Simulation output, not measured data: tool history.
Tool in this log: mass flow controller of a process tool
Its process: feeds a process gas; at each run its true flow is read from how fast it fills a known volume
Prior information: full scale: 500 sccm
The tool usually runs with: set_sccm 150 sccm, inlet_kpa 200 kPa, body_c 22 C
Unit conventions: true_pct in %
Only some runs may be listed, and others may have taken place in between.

{"run": 1, "hour": 0.0, "set_sccm": 150, "inlet_kpa": 200, "body_c": 22, "true_pct": 98.38}
{"run": 2, "hour": 109.5, "set_sccm": 150, "inlet_kpa": 200, "body_c": 22, "true_pct": 98.21}
{"run": 3, "hour": 224.1, "set_sccm": 150, "inlet_kpa": 200, "body_c": 22, "true_pct": 98.28}
{"run": 4, "hour": 305.5, "set_sccm": 150, "inlet_kpa": 200, "body_c": 31, "true_pct": 98.17}
{"run": 5, "hour": 370.1, "set_sccm": 150, "inlet_kpa": 241, "body_c": 22, "true_pct": 98.7}
{"run": 6, "hour": 470.4, "set_sccm": 150, "inlet_kpa": 241, "body_c": 22, "true_pct": 98.57}
{"run": 7, "hour": 550.5, "set_sccm": 150, "inlet_kpa": 186, "body_c": 22, "true_pct": 98.25}
{"run": 8, "hour": 663.5, "set_sccm": 150, "inlet_kpa": 186, "body_c": 22, "true_pct": 98.22}
{"run": 9, "hour": 721.5, "set_sccm": 150, "inlet_kpa": 186, "body_c": 22, "true_pct": 98.23}
{"run": 10, "hour": 789.5, "set_sccm": 150, "inlet_kpa": 200, "body_c": 22, "true_pct": 98.28}
{"run": 11, "hour": 902.1, "set_sccm": 150, "inlet_kpa": 200, "body_c": 22, "true_pct": 98.29}
{"run": 12, "hour": 954.9, "set_sccm": 150, "inlet_kpa": 200, "body_c": 22, "true_pct": 98.35}
{"run": 13, "hour": 1055.2, "set_sccm": 150, "inlet_kpa": 200, "body_c": 21, "true_pct": 98.25}
{"run": 14, "hour": 1153.5, "set_sccm": 150, "inlet_kpa": 200, "body_c": 21, "true_pct": 98.25}
{"run": 15, "hour": 1233.0, "set_sccm": 87, "inlet_kpa": 200, "body_c": 22, "true_pct": 97.7}
{"run": 16, "hour": 1308.3, "set_sccm": 87, "inlet_kpa": 200, "body_c": 22, "true_pct": 97.58}
{"run": 17, "hour": 1366.9, "set_sccm": 150, "inlet_kpa": 200, "body_c": 22, "true_pct": 98.2}
{"run": 18, "hour": 1481.1, "set_sccm": 150, "inlet_kpa": 200, "body_c": 22, "true_pct": 98.08}
{"run": 19, "hour": 1550.4, "set_sccm": 150, "inlet_kpa": 200, "body_c": 22, "true_pct": 98.18}
{"run": 20, "hour": 1608.6, "set_sccm": 458, "inlet_kpa": 200, "body_c": 22, "true_pct": 99.91}
{"run": 21, "hour": 1687.3, "set_sccm": 458, "inlet_kpa": 200, "body_c": 22, "true_pct": 99.86}
{"run": 22, "hour": 1792.2, "set_sccm": 458, "inlet_kpa": 200, "body_c": 22, "true_pct": 100.04}
{"run": 23, "hour": 1854.9, "set_sccm": 458, "inlet_kpa": 176, "body_c": 22, "true_pct": 99.78}
{"run": 24, "hour": 1920.6, "set_sccm": 458, "inlet_kpa": 176, "body_c": 22, "true_pct": 99.83}
{"run": 25, "hour": 2045.5, "set_sccm": 115, "inlet_kpa": 200, "body_c": 22, "true_pct": 97.91}
{"run": 26, "hour": 2153.4, "set_sccm": 381, "inlet_kpa": 245, "body_c": 29, "true_pct": 99.85}
{"run": 27, "hour": 2267.4, "set_sccm": 381, "inlet_kpa": 245, "body_c": 29, "true_pct": 99.66}
{"run": 28, "hour": 2351.6, "set_sccm": 418, "inlet_kpa": 205, "body_c": 29, "true_pct": 99.66}
{"run": 29, "hour": 2451.4, "set_sccm": 150, "inlet_kpa": 246, "body_c": 26, "true_pct": 98.31}
{"run": 30, "hour": 2541.8, "set_sccm": 150, "inlet_kpa": 246, "body_c": 26, "true_pct": 98.34}
{"run": 31, "hour": 2660.8, "set_sccm": 121, "inlet_kpa": 176, "body_c": 26, "true_pct": 97.58}
{"run": 32, "hour": 2759.0, "set_sccm": 57, "inlet_kpa": 200, "body_c": 22, "true_pct": 96.43}
{"run": 33, "hour": 2872.7, "set_sccm": 213, "inlet_kpa": 179, "body_c": 22, "true_pct": 98.43}
{"run": 34, "hour": 2965.0, "set_sccm": 219, "inlet_kpa": 176, "body_c": 22, "true_pct": 98.46}
{"run": 35, "hour": 3051.8, "set_sccm": 219, "inlet_kpa": 176, "body_c": 22, "true_pct": 98.61}
{"run": 36, "hour": 3113.1, "set_sccm": 150, "inlet_kpa": 152, "body_c": 22, "true_pct": 97.75}
{"run": 37, "hour": 3220.8, "set_sccm": 150, "inlet_kpa": 241, "body_c": 32, "true_pct": 98.1}
{"run": 38, "hour": 3333.7, "set_sccm": 150, "inlet_kpa": 200, "body_c": 27, "true_pct": 97.86}
{"run": 39, "hour": 3392.9, "set_sccm": 363, "inlet_kpa": 227, "body_c": 30, "true_pct": 99.56}
{"run": 40, "hour": 3468.8, "set_sccm": 363, "inlet_kpa": 227, "body_c": 30, "true_pct": 99.47}
{"run": 41, "hour": 3578.2, "set_sccm": 108, "inlet_kpa": 162, "body_c": 27, "true_pct": 97.11}
{"run": 42, "hour": 3659.2, "set_sccm": 325, "inlet_kpa": 162, "body_c": 37, "true_pct": 98.67}
{"run": 43, "hour": 3774.8, "set_sccm": 325, "inlet_kpa": 162, "body_c": 37, "true_pct": 98.79}
{"run": 44, "hour": 3891.9, "set_sccm": 325, "inlet_kpa": 162, "body_c": 37, "true_pct": 98.64}
{"run": 45, "hour": 4002.6, "set_sccm": 59, "inlet_kpa": 256, "body_c": 37, "true_pct": 96.15}

4 options for the next run, each taken on its own from the tool as it stands now. Forecast them:
{"run": "A", "hour": 4127.0, "set_sccm": 150, "inlet_kpa": 262, "body_c": 20, "true_pct": "?"}
{"run": "B", "hour": 4127.0, "set_sccm": 59, "inlet_kpa": 256, "body_c": 37, "true_pct": "?"}
{"run": "C", "hour": 4127.0, "set_sccm": 314, "inlet_kpa": 256, "body_c": 37, "true_pct": "?"}
{"run": "D", "hour": 4127.0, "set_sccm": 284, "inlet_kpa": 170, "body_c": 27, "true_pct": "?"}

run=A true_pct=98.6
run=B true_pct=95.9
run=C true_pct=99.35
run=D true_pct=98.72
Take away the tool's hidden state, keep each run's random variation, and the runs would have read:
run=A true_pct=99.11
run=B true_pct=98.01
run=C true_pct=99.31
run=D true_pct=98.73
